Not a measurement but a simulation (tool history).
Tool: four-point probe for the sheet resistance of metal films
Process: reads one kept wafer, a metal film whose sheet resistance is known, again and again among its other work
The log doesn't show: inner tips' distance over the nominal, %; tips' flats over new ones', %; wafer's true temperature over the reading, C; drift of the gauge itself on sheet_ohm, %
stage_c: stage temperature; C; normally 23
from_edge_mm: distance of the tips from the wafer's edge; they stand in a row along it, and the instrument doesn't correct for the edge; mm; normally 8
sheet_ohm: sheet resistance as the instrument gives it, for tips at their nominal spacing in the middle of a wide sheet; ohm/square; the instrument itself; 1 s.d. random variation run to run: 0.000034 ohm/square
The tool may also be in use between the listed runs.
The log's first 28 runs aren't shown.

| run | hour | stage_c | from_edge_mm | touches since the probe head was changed | hours of work since the stage's thermometer was calibrated | sheet_ohm |
|---|---|---|---|---|---|---|
| 29 | 319.2 | 28 | 55 | 37424 | 227 | 0.185697 |
| 30 | 328.1 | 26 | 10 | 37833 | 232 | 0.185762 |
| 31 | 341.2 | 26 | 10 | 38435 | 240 | 0.185701 |
| 32 | 353.7 | 26 | 10 | 39007 | 247 | 0.185768 |
| 33 | 365.8 | 26 | 10 | 39562 | 255 | 0.185740 |
| 34 | 375.7 | 26 | 10 | 40015 | 261 | 0.185737 |
| 35 | 390.0 | 26 | 10 | 40673 | 269 | 0.185672 |
| 36 | 401.2 | 26 | 31 | 41184 | 276 | 0.185524 |
| 37 | 417.4 | 23 | 8 | 41928 | 286 | 0.185486 |
| 38 | 433.1 | 34 | 23 | 42651 | 295 | 0.186444 |
| 39 | 446.4 | 20 | 6 | 43258 | 303 | 0.185411 |
| 40 | 455.2 | 24 | 26 | 43661 | 309 | 0.185255 |
| 41 | 465.0 | 23 | 61 | 44114 | 315 | 0.185106 |
| 42 | 474.9 | 23 | 61 | 44565 | 321 | 0.185124 |
| 43 | 486.8 | 23 | 55 | 45111 | 328 | 0.185077 |
| 44 | 499.3 | 25 | 49 | 45686 | 335 | 0.185353 |

Here are 4 independent what-if runs from the current tool condition. What would each one return?
| A | 510.0 | 29 | 8 | 46175 | 342 | ? |
| B | 510.0 | 25 | 12 | 46175 | 342 | ? |
| C | 510.0 | 33 | 6 | 46175 | 342 | ? |
| D | 510.0 | 18 | 7 | 46175 | 342 | ? |

| run | sheet_ohm |
|---|---|
| A | 0.186223 |
| B | 0.185501 |
| C | 0.187011 |
| D | 0.184948 |
Without the tool's unlogged condition, the same runs would have read:
| run | sheet_ohm |
|---|---|
| A | 0.186211 |
| B | 0.185489 |
| C | 0.187000 |
| D | 0.184937 |
